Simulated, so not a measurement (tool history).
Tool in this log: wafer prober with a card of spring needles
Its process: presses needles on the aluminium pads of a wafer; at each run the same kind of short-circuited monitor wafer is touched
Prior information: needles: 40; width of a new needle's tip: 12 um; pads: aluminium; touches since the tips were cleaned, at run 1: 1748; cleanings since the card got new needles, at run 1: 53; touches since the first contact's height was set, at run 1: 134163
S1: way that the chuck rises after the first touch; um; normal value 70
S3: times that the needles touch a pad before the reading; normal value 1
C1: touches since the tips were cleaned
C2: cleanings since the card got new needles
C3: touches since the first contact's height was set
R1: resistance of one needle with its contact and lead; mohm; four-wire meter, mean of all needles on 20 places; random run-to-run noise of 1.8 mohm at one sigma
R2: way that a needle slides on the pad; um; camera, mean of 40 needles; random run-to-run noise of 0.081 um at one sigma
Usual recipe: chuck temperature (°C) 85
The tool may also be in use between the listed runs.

Run 1, day 0.000: usual settings; C1 1748; C2 53; C3 134163. Result: R1 209 mohm, R2 19.37 um.
At day 0.067: tips cleaned on abrasive film.
At day 0.396: tips cleaned on abrasive film.
At day 0.725: tips cleaned on abrasive film.
At day 0.992: tips cleaned on abrasive film.
At day 1.254: tips cleaned on abrasive film.
At day 1.517: tips cleaned on abrasive film.
At day 1.783: tips cleaned on abrasive film.
Run 2, day 1.992: usual settings; C1 1828; C2 60; C3 151201. Result: R1 206 mohm, R2 19.50 um.
At day 2.062: tips cleaned on abrasive film.
At day 2.392: tips cleaned on abrasive film.
At day 2.721: tips cleaned on abrasive film.
At day 2.983: tips cleaned on abrasive film.
At day 3.246: tips cleaned on abrasive film.
At day 3.575: tips cleaned on abrasive film.
At day 3.904: tips cleaned on abrasive film.
At day 4.171: tips cleaned on abrasive film.
At day 4.500: tips cleaned on abrasive film.
At day 4.829: tips cleaned on abrasive film.
Run 3, day 4.967: usual settings; C1 1200; C2 70; C3 176628. Result: R1 207 mohm, R2 19.32 um.
At day 5.100: tips cleaned on abrasive film.
At day 5.362: tips cleaned on abrasive film.
At day 5.629: tips cleaned on abrasive film.
At day 5.771: height of the first contact set anew.
At day 5.904: tips cleaned on abrasive film.
At day 6.167: tips cleaned on abrasive film.
At day 6.496: tips cleaned on abrasive film.
At day 6.825: tips cleaned on abrasive film.
At day 7.092: tips cleaned on abrasive film.
Run 4, day 7.108: usual settings but chuck temperature (°C) 31; C1 142; C2 78; C3 11412. Result: R1 197 mohm, R2 19.42 um.
At day 7.371: tips cleaned on abrasive film.
At day 7.633: tips cleaned on abrasive film.
At day 7.900: tips cleaned on abrasive film.
At day 8.162: tips cleaned on abrasive film.
At day 8.425: tips cleaned on abrasive film.
At day 8.754: tips cleaned on abrasive film.
Run 5, day 8.854: usual settings but chuck temperature (°C) 31; C1 848; C2 84; C3 26348. Result: R1 195 mohm, R2 19.39 um.
At day 9.054: tips cleaned on abrasive film.
At day 9.317: tips cleaned on abrasive film.
At day 9.646: tips cleaned on abrasive film.
At day 9.975: tips cleaned on abrasive film.
At day 10.304: tips cleaned on abrasive film.
At day 10.633: tips cleaned on abrasive film.
At day 10.896: tips cleaned on abrasive film.
At day 11.158: tips cleaned on abrasive film.
At day 11.425: tips cleaned on abrasive film.
At day 11.704: tips cleaned on abrasive film.
Run 6, day 11.704: usual settings but chuck temperature (°C) 31; C1 0; C2 94; C3 50725. Result: R1 193 mohm, R2 19.32 um.
At day 11.971: tips cleaned on abrasive film.
At day 12.296: tips cleaned on abrasive film.
At day 12.562: tips cleaned on abrasive film.
At day 12.825: tips cleaned on abrasive film.
At day 13.088: tips cleaned on abrasive film.
At day 13.417: tips cleaned on abrasive film.
At day 13.683: tips cleaned on abrasive film.
At day 14.012: tips cleaned on abrasive film.
Run 7, day 14.196: usual settings but chuck temperature (°C) 31; C1 1619; C2 102; C3 72066. Result: R1 196 mohm, R2 19.39 um.
At day 14.333: tips cleaned on abrasive film.
At day 14.596: tips cleaned on abrasive film.
At day 14.858: tips cleaned on abrasive film.
At day 15.125: tips cleaned on abrasive film.
At day 15.454: tips cleaned on abrasive film.
Run 8, day 15.588: usual settings but chuck temperature (°C) 31; C1 1166; C2 107; C3 83938. Result: R1 196 mohm, R2 19.30 um.
At day 15.721: tips cleaned on abrasive film.
At day 16.050: tips cleaned on abrasive film.
At day 16.379: tips cleaned on abrasive film.
At day 16.642: tips cleaned on abrasive film.
At day 16.971: tips cleaned on abrasive film.
At day 17.300: tips cleaned on abrasive film.
Run 9, day 17.392: usual settings but chuck temperature (°C) 31, S3 3; C1 782; C2 113; C3 99373. Result: R1 195 mohm, R2 19.35 um.
At day 17.592: tips cleaned on abrasive film.
At day 17.854: tips cleaned on abrasive film.
At day 18.117: tips cleaned on abrasive film.
At day 18.383: tips cleaned on abrasive film.
At day 18.712: tips cleaned on abrasive film.
At day 18.975: tips cleaned on abrasive film.
At day 19.238: tips cleaned on abrasive film.
Run 10, day 19.438: usual settings but chuck temperature (°C) 31, S3 3; C1 1724; C2 120; C3 116874. Result: R1 196 mohm, R2 19.30 um.
At day 19.508: tips cleaned on abrasive film.
At day 19.771: tips cleaned on abrasive film.
At day 20.033: tips cleaned on abrasive film.
At day 20.300: tips cleaned on abrasive film.
At day 20.629: tips cleaned on abrasive film.
At day 20.954: tips cleaned on abrasive film.
At day 21.283: tips cleaned on abrasive film.
At day 21.550: tips cleaned on abrasive film.
At day 21.862: tips cleaned on abrasive film.
Run 11, day 21.862: usual settings but S1 86 um, chuck temperature (°C) 40, S3 2; C1 0; C2 129; C3 137571. Result: R1 196 mohm, R2 23.60 um.
At day 22.125: tips cleaned on abrasive film.
At day 22.454: tips cleaned on abrasive film.
At day 22.717: tips cleaned on abrasive film.
At day 23.046: tips cleaned on abrasive film.
At day 23.308: tips cleaned on abrasive film.
Run 12, day 23.317: usual settings but S1 77 um, chuck temperature (°C) 25; C1 63; C2 134; C3 150030. Result: R1 194 mohm, R2 21.44 um.
At day 23.579: tips cleaned on abrasive film.
At day 23.846: tips cleaned on abrasive film.
At day 24.175: tips cleaned on abrasive film.
At day 24.438: tips cleaned on abrasive film.
At day 24.700: tips cleaned on abrasive film.
At day 24.967: tips cleaned on abrasive film.
At day 25.296: tips cleaned on abrasive film.
At day 25.575: tips cleaned on abrasive film.
Run 13, day 25.575: usual settings but S1 77 um, chuck temperature (°C) 25; C1 0; C2 142; C3 169318. Result: R1 194 mohm, R2 21.13 um.
At day 25.904: tips cleaned on abrasive film.
At day 26.167: tips cleaned on abrasive film.
At day 26.496: tips cleaned on abrasive film.
At day 26.758: tips cleaned on abrasive film.
At day 27.025: tips cleaned on abrasive film.
At day 27.229: height of the first contact set anew.
At day 27.300: tips cleaned on abrasive film.
At day 27.562: tips cleaned on abrasive film.
At day 27.829: tips cleaned on abrasive film.
At day 28.158: tips cleaned on abrasive film.
At day 28.488: tips cleaned on abrasive film.
Run 14, day 28.496: usual settings but S1 77 um, chuck temperature (°C) 25; C1 99; C2 152; C3 10805. Result: R1 194 mohm, R2 21.00 um.
At day 28.762: tips cleaned on abrasive film.
At day 29.092: tips cleaned on abrasive film.
At day 29.417: tips cleaned on abrasive film.
At day 29.683: tips cleaned on abrasive film.
At day 29.946: tips cleaned on abrasive film.
At day 30.212: tips cleaned on abrasive film.
At day 30.475: tips cleaned on abrasive film.
Run 15, day 30.600: usual settings but S1 77 um, chuck temperature (°C) 25; C1 1072; C2 159; C3 28778. Result: R1 195 mohm, R2 21.02 um.
At day 30.796: tips cleaned on abrasive film.
At day 31.062: tips cleaned on abrasive film.
At day 31.392: tips cleaned on abrasive film.
At day 31.654: tips cleaned on abrasive film.
At day 31.917: tips cleaned on abrasive film.
Run 16, day 32.117: usual settings but S1 77 um, chuck temperature (°C) 25; C1 1711; C2 164; C3 41758. Result: R1 195 mohm, R2 20.97 um.
At day 32.183: tips cleaned on abrasive film.
At day 32.450: tips cleaned on abrasive film.
At day 32.712: tips cleaned on abrasive film.
At day 32.975: tips cleaned on abrasive film.
At day 33.242: tips cleaned on abrasive film.
At day 33.571: tips cleaned on abrasive film.
At day 33.833: tips cleaned on abrasive film.
At day 34.162: tips cleaned on abrasive film.
At day 34.492: tips cleaned on abrasive film.
At day 34.754: tips cleaned on abrasive film.
At day 35.017: tips cleaned on abrasive film.
Run 17, day 35.158: usual settings but S1 77 um, chuck temperature (°C) 25; C1 1200; C2 175; C3 67751. Result: R1 190 mohm, R2 20.97 um.
At day 35.292: tips cleaned on abrasive film.
At day 35.554: tips cleaned on abrasive film.
At day 35.821: tips cleaned on abrasive film.
At day 36.083: tips cleaned on abrasive film.
At day 36.412: tips cleaned on abrasive film.
At day 36.675: tips cleaned on abrasive film.
At day 36.942: tips cleaned on abrasive film.
At day 37.204: tips cleaned on abrasive film.
At day 37.467: tips cleaned on abrasive film.
At day 37.796: tips cleaned on abrasive film.
At day 38.062: tips cleaned on abrasive film.
Run 18, day 38.092: usual settings but S1 51 um, chuck temperature (°C) 76; C1 265; C2 186; C3 92812. Result: R1 206 mohm, R2 13.81 um.
At day 38.354: tips cleaned on abrasive film.
At day 38.621: tips cleaned on abrasive film.
At day 38.950: tips cleaned on abrasive film.
At day 39.212: tips cleaned on abrasive film.
At day 39.475: tips cleaned on abrasive film.
At day 39.804: tips cleaned on abrasive film.
At day 40.071: tips cleaned on abrasive film.
Run 19, day 40.312: usual settings but S1 51 um, chuck temperature (°C) 76; C1 2112; C2 193; C3 111829. Result: R1 208 mohm, R2 13.93 um.
At day 40.383: tips cleaned on abrasive film.
At day 40.646: tips cleaned on abrasive film.
At day 40.975: tips cleaned on abrasive film.
At day 41.304: tips cleaned on abrasive film.
At day 41.567: tips cleaned on abrasive film.
At day 41.829: tips cleaned on abrasive film.
At day 42.096: tips cleaned on abrasive film.
At day 42.358: tips cleaned on abrasive film.
Run 20, day 42.488: usual settings but S1 54 um, chuck temperature (°C) 49; C1 1126; C2 201; C3 130422. Result: R1 202 mohm, R2 14.71 um.

Each row is a separate what-if for the run after 20, all from the same tool condition, not one after another. Results?
At day 42.625: tips cleaned on abrasive film.
At day 42.888: tips cleaned on abrasive film.
At day 43.150: tips cleaned on abrasive film.
At day 43.417: tips cleaned on abrasive film.
At day 43.746: tips cleaned on abrasive film.
At day 44.008: tips cleaned on abrasive film.
At day 44.271: tips cleaned on abrasive film.
At day 44.538: tips cleaned on abrasive film.
At day 44.800: tips cleaned on abrasive film.
Run A, day 44.846: usual settings but S1 78 um, chuck temperature (°C) 49; C1 388; C2 210; C3 150533. Result: R1 ?, R2 ?.
At day 42.625: tips cleaned on abrasive film.
At day 42.888: tips cleaned on abrasive film.
At day 43.150: tips cleaned on abrasive film.
At day 43.417: tips cleaned on abrasive film.
At day 43.746: tips cleaned on abrasive film.
At day 44.008: tips cleaned on abrasive film.
At day 44.271: tips cleaned on abrasive film.
At day 44.538: tips cleaned on abrasive film.
At day 44.800: tips cleaned on abrasive film.
Run B, day 44.846: usual settings but S1 68 um; C1 388; C2 210; C3 150533. Result: R1 ?, R2 ?.
At day 42.625: tips cleaned on abrasive film.
At day 42.888: tips cleaned on abrasive film.
At day 43.150: tips cleaned on abrasive film.
At day 43.417: tips cleaned on abrasive film.
At day 43.746: tips cleaned on abrasive film.
At day 44.008: tips cleaned on abrasive film.
At day 44.271: tips cleaned on abrasive film.
At day 44.538: tips cleaned on abrasive film.
At day 44.800: tips cleaned on abrasive film.
Run C, day 44.846: usual settings but S1 88 um, chuck temperature (°C) 87; C1 388; C2 210; C3 150533. Result: R1 ?, R2 ?.

run   R1     R2
  A  198  21.22
  B  210  18.55
  C  207  23.88
Take away the tool's hidden state, keep each run's random variation, and the runs would have read:
run   R1     R2
  A  198  21.72
  B  210  18.99
  C  207  24.44
